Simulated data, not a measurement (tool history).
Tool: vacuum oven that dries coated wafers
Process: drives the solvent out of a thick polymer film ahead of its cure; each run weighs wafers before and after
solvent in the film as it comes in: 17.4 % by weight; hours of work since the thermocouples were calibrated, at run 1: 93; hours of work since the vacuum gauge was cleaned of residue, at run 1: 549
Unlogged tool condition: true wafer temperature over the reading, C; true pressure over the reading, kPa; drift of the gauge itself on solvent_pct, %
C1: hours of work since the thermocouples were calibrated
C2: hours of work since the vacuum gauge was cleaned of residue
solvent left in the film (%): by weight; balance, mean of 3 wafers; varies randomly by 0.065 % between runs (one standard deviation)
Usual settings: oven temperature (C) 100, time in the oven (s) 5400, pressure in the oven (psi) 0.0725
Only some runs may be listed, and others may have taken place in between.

run 1 hour=0.0 | oven_temperature_(C)=100 time_in_the_oven_(s)=5400 pressure_in_the_oven_(psi)=0.0725 | C1=93 C2=549 | solvent_left_in_the_film_(%)=4.25
run 2 hour=5.8 | oven_temperature_(C)=100 time_in_the_oven_(s)=5400 pressure_in_the_oven_(psi)=0.1581 | C1=96 C2=552 | solvent_left_in_the_film_(%)=4.70
run 3 hour=15.2 | oven_temperature_(C)=100 time_in_the_oven_(s)=5400 pressure_in_the_oven_(psi)=0.1581 | C1=101 C2=556 | solvent_left_in_the_film_(%)=4.68
run 4 hour=25.9 | oven_temperature_(C)=100 time_in_the_oven_(s)=5400 pressure_in_the_oven_(psi)=0.1581 | C1=106 C2=562 | solvent_left_in_the_film_(%)=4.55
run 5 hour=35.3 | oven_temperature_(C)=100 time_in_the_oven_(s)=3660 pressure_in_the_oven_(psi)=0.1581 | C1=110 C2=566 | solvent_left_in_the_film_(%)=6.36
run 6 hour=41.8 | oven_temperature_(C)=100 time_in_the_oven_(s)=3660 pressure_in_the_oven_(psi)=0.1581 | C1=113 C2=569 | solvent_left_in_the_film_(%)=6.55
run 7 hour=51.5 | oven_temperature_(C)=100 time_in_the_oven_(s)=5820 pressure_in_the_oven_(psi)=0.0725 | C1=118 C2=574 | solvent_left_in_the_film_(%)=3.91
run 8 hour=59.4 | oven_temperature_(C)=100 time_in_the_oven_(s)=7680 pressure_in_the_oven_(psi)=0.0725 | C1=122 C2=578 | solvent_left_in_the_film_(%)=2.73
run 9 hour=70.7 | oven_temperature_(C)=100 time_in_the_oven_(s)=7680 pressure_in_the_oven_(psi)=0.0725 | C1=128 C2=583 | solvent_left_in_the_film_(%)=2.65
run 10 hour=82.3 | oven_temperature_(C)=100 time_in_the_oven_(s)=3600 pressure_in_the_oven_(psi)=0.0725 | C1=133 C2=589 | solvent_left_in_the_film_(%)=6.27
run 11 hour=88.4 | oven_temperature_(C)=100 time_in_the_oven_(s)=5400 pressure_in_the_oven_(psi)=0.0725 | C1=136 C2=592 | solvent_left_in_the_film_(%)=4.31
run 12 hour=99.0 | oven_temperature_(C)=100 time_in_the_oven_(s)=5400 pressure_in_the_oven_(psi)=0.0725 | C1=141 C2=597 | solvent_left_in_the_film_(%)=4.20
run 13 hour=111.5 | oven_temperature_(C)=95 time_in_the_oven_(s)=5400 pressure_in_the_oven_(psi)=0.0725 | C1=147 C2=603 | solvent_left_in_the_film_(%)=5.77
run 14 hour=124.6 | oven_temperature_(C)=95 time_in_the_oven_(s)=5400 pressure_in_the_oven_(psi)=0.0725 | C1=154 C2=610 | solvent_left_in_the_film_(%)=5.66
run 15 hour=130.5 | oven_temperature_(C)=95 time_in_the_oven_(s)=5400 pressure_in_the_oven_(psi)=0.0725 | C1=157 C2=612 | solvent_left_in_the_film_(%)=5.81
-- hour=132.7 vacuum gauge cleaned of residue and calibrated
run 16 hour=143.1 | oven_temperature_(C)=95 time_in_the_oven_(s)=5400 pressure_in_the_oven_(psi)=0.0725 | C1=162 C2=5 | solvent_left_in_the_film_(%)=5.94
run 17 hour=153.6 | oven_temperature_(C)=95 time_in_the_oven_(s)=5400 pressure_in_the_oven_(psi)=0.0725 | C1=167 C2=10 | solvent_left_in_the_film_(%)=5.82
run 18 hour=163.6 | oven_temperature_(C)=100 time_in_the_oven_(s)=7920 pressure_in_the_oven_(psi)=0.0531 | C1=172 C2=15 | solvent_left_in_the_film_(%)=2.52
run 19 hour=176.8 | oven_temperature_(C)=100 time_in_the_oven_(s)=3180 pressure_in_the_oven_(psi)=0.0677 | C1=178 C2=21 | solvent_left_in_the_film_(%)=7.03
run 20 hour=182.9 | oven_temperature_(C)=103 time_in_the_oven_(s)=5400 pressure_in_the_oven_(psi)=0.0725 | C1=181 C2=24 | solvent_left_in_the_film_(%)=3.36
run 21 hour=190.1 | oven_temperature_(C)=103 time_in_the_oven_(s)=5400 pressure_in_the_oven_(psi)=0.0725 | C1=185 C2=28 | solvent_left_in_the_film_(%)=3.60
run 22 hour=199.0 | oven_temperature_(C)=90 time_in_the_oven_(s)=5400 pressure_in_the_oven_(psi)=0.0725 | C1=189 C2=32 | solvent_left_in_the_film_(%)=7.09
run 23 hour=210.3 | oven_temperature_(C)=100 time_in_the_oven_(s)=4860 pressure_in_the_oven_(psi)=0.1249 | C1=195 C2=38 | solvent_left_in_the_film_(%)=5.10
-- hour=212.7 vacuum gauge cleaned of residue and calibrated, once more
run 24 hour=222.4 | oven_temperature_(C)=109 time_in_the_oven_(s)=9180 pressure_in_the_oven_(psi)=0.2229 | C1=200 C2=5 | solvent_left_in_the_film_(%)=1.16
run 25 hour=232.5 | oven_temperature_(C)=109 time_in_the_oven_(s)=9180 pressure_in_the_oven_(psi)=0.2229 | C1=205 C2=10 | solvent_left_in_the_film_(%)=1.24
run 26 hour=241.2 | oven_temperature_(C)=100 time_in_the_oven_(s)=3480 pressure_in_the_oven_(psi)=0.0725 | C1=209 C2=14 | solvent_left_in_the_film_(%)=6.39
run 27 hour=251.0 | oven_temperature_(C)=114 time_in_the_oven_(s)=3960 pressure_in_the_oven_(psi)=0.0759 | C1=214 C2=19 | solvent_left_in_the_film_(%)=2.21
run 28 hour=260.9 | oven_temperature_(C)=107 time_in_the_oven_(s)=4440 pressure_in_the_oven_(psi)=0.0979 | C1=219 C2=23 | solvent_left_in_the_film_(%)=3.41
run 29 hour=270.0 | oven_temperature_(C)=107 time_in_the_oven_(s)=4440 pressure_in_the_oven_(psi)=0.0979 | C1=223 C2=28 | solvent_left_in_the_film_(%)=3.26
run 30 hour=278.6 | oven_temperature_(C)=110 time_in_the_oven_(s)=5820 pressure_in_the_oven_(psi)=0.0596 | C1=227 C2=32 | solvent_left_in_the_film_(%)=1.50
run 31 hour=287.6 | oven_temperature_(C)=100 time_in_the_oven_(s)=5400 pressure_in_the_oven_(psi)=0.1134 | C1=232 C2=36 | solvent_left_in_the_film_(%)=4.42
run 32 hour=296.1 | oven_temperature_(C)=100 time_in_the_oven_(s)=5400 pressure_in_the_oven_(psi)=0.1134 | C1=236 C2=41 | solvent_left_in_the_film_(%)=4.36
run 33 hour=307.2 | oven_temperature_(C)=100 time_in_the_oven_(s)=5400 pressure_in_the_oven_(psi)=0.1134 | C1=241 C2=46 | solvent_left_in_the_film_(%)=4.41
run 34 hour=314.5 | oven_temperature_(C)=95 time_in_the_oven_(s)=7740 pressure_in_the_oven_(psi)=0.1134 | C1=245 C2=50 | solvent_left_in_the_film_(%)=4.02

Each row is a separate what-if for the run after 34, all from the same tool condition, not one after another. Results?
run A hour=326.8 | oven_temperature_(C)=109 time_in_the_oven_(s)=7740 pressure_in_the_oven_(psi)=0.0689 | C1=251 C2=56 | solvent_left_in_the_film_(%)=?
run B hour=326.8 | oven_temperature_(C)=87 time_in_the_oven_(s)=5400 pressure_in_the_oven_(psi)=0.0669 | C1=251 C2=56 | solvent_left_in_the_film_(%)=?
run C hour=326.8 | oven_temperature_(C)=95 time_in_the_oven_(s)=7560 pressure_in_the_oven_(psi)=0.2569 | C1=251 C2=56 | solvent_left_in_the_film_(%)=?
run D hour=326.8 | oven_temperature_(C)=107 time_in_the_oven_(s)=7740 pressure_in_the_oven_(psi)=0.0508 | C1=251 C2=56 | solvent_left_in_the_film_(%)=?
run E hour=326.8 | oven_temperature_(C)=86 time_in_the_oven_(s)=5640 pressure_in_the_oven_(psi)=0.0725 | C1=251 C2=56 | solvent_left_in_the_film_(%)=?

run=A solvent_left_in_the_film_(%)=0.87
run=B solvent_left_in_the_film_(%)=8.03
run=C solvent_left_in_the_film_(%)=4.83
run=D solvent_left_in_the_film_(%)=1.14
run=E solvent_left_in_the_film_(%)=8.04
Take away the tool's hidden state, keep each run's random variation, and the runs would have read:
run=A solvent_left_in_the_film_(%)=0.82
run=B solvent_left_in_the_film_(%)=7.90
run=C solvent_left_in_the_film_(%)=4.70
run=D solvent_left_in_the_film_(%)=1.07
run=E solvent_left_in_the_film_(%)=7.92
